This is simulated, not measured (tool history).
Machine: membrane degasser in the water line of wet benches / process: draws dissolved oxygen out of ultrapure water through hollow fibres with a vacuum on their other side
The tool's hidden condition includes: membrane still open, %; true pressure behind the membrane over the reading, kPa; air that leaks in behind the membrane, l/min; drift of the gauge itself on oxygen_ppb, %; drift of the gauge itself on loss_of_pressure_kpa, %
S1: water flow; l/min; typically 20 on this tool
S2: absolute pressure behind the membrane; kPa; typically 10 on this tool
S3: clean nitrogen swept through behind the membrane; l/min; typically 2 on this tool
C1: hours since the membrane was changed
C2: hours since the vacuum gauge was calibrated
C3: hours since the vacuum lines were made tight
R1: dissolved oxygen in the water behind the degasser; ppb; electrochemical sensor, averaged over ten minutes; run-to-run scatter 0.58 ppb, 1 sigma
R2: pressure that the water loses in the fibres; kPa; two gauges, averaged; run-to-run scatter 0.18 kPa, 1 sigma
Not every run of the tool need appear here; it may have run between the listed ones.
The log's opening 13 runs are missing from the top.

Run 14, hour 3057.2: usual settings; C1 4865; C2 4865; C3 918. Result: R1 165.6 ppb, R2 49.88 kPa.
Run 15, hour 3338.7: usual settings; C1 5147; C2 5147; C3 1200. Result: R1 165.9 ppb, R2 49.97 kPa.
Run 16, hour 3650.4: usual settings; C1 5459; C2 5459; C3 1512. Result: R1 166.1 ppb, R2 50.11 kPa.
Run 17, hour 3849.9: usual settings; C1 5658; C2 5658; C3 1711. Result: R1 167.2 ppb, R2 50.07 kPa.
At hour 3903.8: vacuum gauge calibrated.
Run 18, hour 4029.9: usual settings but S1 13 l/min, S2 6 kPa; C1 5838; C2 126; C3 1891. Result: R1 45.6 ppb, R2 32.73 kPa.
Run 19, hour 4296.1: usual settings but S1 13 l/min, S2 6 kPa; C1 6104; C2 392; C3 2157. Result: R1 45.9 ppb, R2 32.83 kPa.
Run 20, hour 4457.4: usual settings but S1 13 l/min, S2 6 kPa; C1 6265; C2 554; C3 2318. Result: R1 46.3 ppb, R2 32.58 kPa.
Run 21, hour 4725.5: usual settings but S1 13 l/min, S2 14.1 kPa, S3 1.4 l/min; C1 6533; C2 822; C3 2586. Result: R1 241.6 ppb, R2 32.48 kPa.
Run 22, hour 4944.2: usual settings but S1 22 l/min, S2 8.3 kPa, S3 4.61 l/min; C1 6752; C2 1040; C3 2805. Result: R1 64.6 ppb, R2 55.41 kPa.
Run 23, hour 5161.9: usual settings but S1 29 l/min; C1 6970; C2 1258; C3 3023. Result: R1 233.5 ppb, R2 73.08 kPa.
Run 24, hour 5443.4: usual settings but S1 24 l/min, S2 16.4 kPa; C1 7251; C2 1540; C3 3304. Result: R1 366.9 ppb, R2 60.3 kPa.
Run 25, hour 5718.3: usual settings but S2 21.6 kPa, S3 1.8 l/min; C1 7526; C2 1814; C3 3579. Result: R1 468.5 ppb, R2 50.49 kPa.
Run 26, hour 5948.2: usual settings but S2 21.6 kPa, S3 1.8 l/min; C1 7756; C2 2044; C3 3809. Result: R1 467 ppb, R2 50.59 kPa.
Run 27, hour 6174.2: usual settings but S1 29 l/min, S2 21.6 kPa, S3 1.8 l/min; C1 7982; C2 2270; C3 4035. Result: R1 643 ppb, R2 73.45 kPa.
Run 28, hour 6357.9: usual settings but S1 29 l/min, S2 21.6 kPa, S3 1.09 l/min; C1 8166; C2 2454; C3 4219. Result: R1 969.4 ppb, R2 73.54 kPa.
Run 29, hour 6628.1: usual settings but S1 31 l/min, S2 10.3 kPa, S3 1.71 l/min; C1 8436; C2 2724; C3 4489. Result: R1 296.6 ppb, R2 78.51 kPa.
Run 30, hour 6848: usual settings but S1 31 l/min, S2 10.3 kPa, S3 1.71 l/min; C1 8656; C2 2944; C3 4709. Result: R1 299 ppb, R2 79 kPa.
Run 31, hour 7074.2: usual settings but S2 7.1 kPa, S3 1.41 l/min; C1 8882; C2 3170; C3 4935. Result: R1 135.5 ppb, R2 50.92 kPa.

Forecast each of these 4 alternatives for the next run:
Run A, hour 7353.4: usual settings but S2 12.7 kPa, S3 1.41 l/min; C1 9161; C2 3450; C3 5214. Result: R1 ?, R2 ?.
Run B, hour 7353.4: usual settings but S1 18 l/min, S2 8.7 kPa, S3 4.53 l/min; C1 9161; C2 3450; C3 5214. Result: R1 ?, R2 ?.
Run C, hour 7353.4: usual settings but S2 7.1 kPa, S3 0.82 l/min; C1 9161; C2 3450; C3 5214. Result: R1 ?, R2 ?.
Run D, hour 7353.4: usual settings but S1 17 l/min, S2 15.9 kPa, S3 1.41 l/min; C1 9161; C2 3450; C3 5214. Result: R1 ?, R2 ?.

run     R1     R2
  A  314.8  50.96
  B   59.3  46.01
  C  214.6  50.97
  D  359.3  43.54
Take away the tool's hidden state, keep each run's random variation, and the runs would have read:
run     R1     R2
  A  304.4  48.58
  B   55.6  43.87
  C  205.8   48.6
  D  346.8  41.51
